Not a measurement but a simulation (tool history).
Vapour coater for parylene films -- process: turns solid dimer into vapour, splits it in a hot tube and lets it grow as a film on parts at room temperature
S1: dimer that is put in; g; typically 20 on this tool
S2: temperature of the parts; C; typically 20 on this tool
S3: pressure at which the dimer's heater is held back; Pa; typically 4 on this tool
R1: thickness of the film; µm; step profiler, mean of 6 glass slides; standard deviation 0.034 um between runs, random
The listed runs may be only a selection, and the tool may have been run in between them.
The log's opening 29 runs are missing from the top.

run    hour  S1  S2    S3    R1
 30   785.5  16  26     4  2.52
 31   813.9  14  26  2.55  2.34
 32   835.8  34  26  3.64  5.44
 33   853.7  20  20   2.4  3.91
 34   874.8  20  20   2.4  3.88
 35   915.2  13  27   2.4  2.09
 36   949.4  25  31  7.31  3.18
 37   969.8  25  31  7.31  3.12
 38   988.9  20  19     4  3.63
 39  1019.1  20  16     4  4.05

What will run 40 give?
     1047.9  -- table's thermometer calibrated
 40  1060.9  18  14  11.97   ?

Run 40 yielded R1 3.15 µm.
Were there no unlogged condition in the tool, this run, its random variation unchanged, would have produced R1 3.45 µm.
